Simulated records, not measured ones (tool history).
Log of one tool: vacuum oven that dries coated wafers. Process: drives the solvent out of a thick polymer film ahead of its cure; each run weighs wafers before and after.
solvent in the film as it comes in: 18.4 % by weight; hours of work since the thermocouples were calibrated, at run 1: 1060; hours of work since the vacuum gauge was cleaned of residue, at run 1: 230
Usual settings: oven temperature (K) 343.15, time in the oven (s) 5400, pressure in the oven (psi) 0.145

| run | day | oven temperature (K) | time in the oven (s) | pressure in the oven (psi) | hours of work since the thermocouples were calibrated | hours of work since the vacuum gauge was cleaned of residue | solvent left in the film (%) |
|---|---|---|---|---|---|---|---|
| 1 | 0 | 343.15 | 5400 | 0.145 | 1060 | 230 | 1.32 |
| 2 | 1.333 | 343.15 | 2940 | 0.145 | 1081 | 252 | 3.61 |
| 3 | 2.371 | 343.15 | 2940 | 0.145 | 1097 | 268 | 3.63 |
| 4 | 3.429 | 343.15 | 2940 | 0.145 | 1114 | 285 | 3.67 |
| 5 | 5.196 | 343.15 | 2940 | 0.145 | 1142 | 313 | 3.65 |
| 6 | 6.083 | 343.15 | 4980 | 0.145 | 1156 | 327 | 1.5 |
| 7 | 7.721 | 343.15 | 5400 | 0.145 | 1182 | 353 | 1.5 |
| 8 | 9.379 | 343.15 | 5100 | 0.145 | 1208 | 379 | 1.6 |
| 9 | 11.15 | 343.15 | 5400 | 0.145 | 1236 | 407 | 1.56 |
| 10 | 12.446 | 343.15 | 5400 | 0.145 | 1257 | 427 | 1.43 |
| 11 | 14.029 | 343.15 | 5400 | 0.145 | 1282 | 452 | 1.47 |
| 12 | 14.817 | 343.15 | 5400 | 0.145 | 1294 | 465 | 1.59 |
| 13 | 15.825 | 343.15 | 5400 | 0.145 | 1310 | 481 | 1.58 |
| 14 | 17.708 | 343.15 | 5400 | 0.241 | 1340 | 510 | 1.84 |
| 15 | 19.004 | 343.15 | 5400 | 0.19 | 1360 | 531 | 1.73 |
| 16 | 20.721 | 343.15 | 5400 | 0.19 | 1387 | 558 | 1.64 |
| 17 | 22.058 | 343.15 | 7020 | 0.145 | 1409 | 579 | 1.09 |
| 18 | 23.067 | 343.15 | 5580 | 0.145 | 1424 | 595 | 1.61 |
| 19 | 24.796 | 343.15 | 5580 | 0.145 | 1452 | 622 | 1.5 |
| 20 | 25.983 | 343.15 | 5400 | 0.145 | 1471 | 641 | 1.58 |
| 21 | 27.188 | 343.15 | 5400 | 0.145 | 1490 | 660 | 1.65 |
| 22 | 28.617 | 343.15 | 5400 | 0.145 | 1512 | 683 | 1.65 |
| 23 | 30.146 | 343.15 | 5460 | 0.145 | 1536 | 707 | 1.57 |
| 24 | 31.425 | 343.15 | 5460 | 0.145 | 1557 | 727 | 1.6 |
| 25 | 32.771 | 343.15 | 5460 | 0.145 | 1578 | 749 | 1.62 |
|  | 32.988 | oven's thermocouples calibrated |
| 26 | 33.925 | 343.15 | 5460 | 0.145 | 15 | 765 | 1.79 |
| 27 | 35.829 | 343.15 | 5460 | 0.145 | 45 | 796 | 1.77 |
| 28 | 36.804 | 343.15 | 6960 | 0.177 | 60 | 811 | 1.46 |
|  | 38.367 | oven's thermocouples calibrated, once more |
| 29 | 38.625 | 330.15 | 3480 | 0.154 | 4 | 838 | 6.71 |
| 30 | 39.475 | 356.15 | 3840 | 0.264 | 18 | 852 | 0.92 |
| 31 | 40.725 | 356.15 | 3840 | 0.091 | 37 | 872 | 0.48 |
| 32 | 41.946 | 350.15 | 3120 | 0.344 | 57 | 891 | 2.22 |
| 33 | 43.1 | 336.15 | 5400 | 0.104 | 75 | 909 | 2.65 |
| 34 | 44.204 | 353.15 | 5820 | 0.293 | 92 | 927 | 0.88 |
| 35 | 45.458 | 343.15 | 3120 | 0.12 | 112 | 946 | 3.18 |
| 36 | 46.5 | 342.15 | 4980 | 0.12 | 129 | 963 | 1.73 |
| 37 | 47.942 | 342.15 | 4980 | 0.12 | 151 | 986 | 1.8 |
| 38 | 49.292 | 356.15 | 2820 | 0.213 | 173 | 1007 | 1.19 |
| 39 | 50.333 | 334.15 | 3120 | 0.213 | 189 | 1024 | 6.46 |
| 40 | 51.308 | 343.15 | 5400 | 0.22 | 205 | 1039 | 1.74 |
| 41 | 52.933 | 343.15 | 8040 | 0.145 | 230 | 1065 | 0.9 |
| 42 | 53.992 | 343.15 | 8040 | 0.145 | 247 | 1081 | 0.92 |
| 43 | 55.558 | 343.15 | 8040 | 0.145 | 272 | 1106 | 1.06 |
| 44 | 56.733 | 348.15 | 8040 | 0.183 | 290 | 1125 | 0.84 |
| 45 | 57.779 | 334.15 | 4200 | 0.145 | 307 | 1141 | 4.62 |
| 46 | 59.654 | 334.15 | 4200 | 0.165 | 337 | 1171 | 4.74 |

How the hidden state differs across the entries between the runs, from the last listed run before each to the first after it:
Between runs 25 and 26: oven's thermocouples calibrated (day 32.988)
  true wafer temperature over the reading, C: -2 -> -3.32; true pressure over the reading, kPa: 0.303 -> 0.309
  measured less the result without the state, solvent left in the film (%): +0.45 -> +0.69
Between runs 28 and 29: oven's thermocouples calibrated, once more (day 38.367)
  true wafer temperature over the reading, C: -3.38 -> -0.25; true pressure over the reading, kPa: 0.328 -> 0.34
  measured less the result without the state, solvent left in the film (%): +0.54 -> +0.31
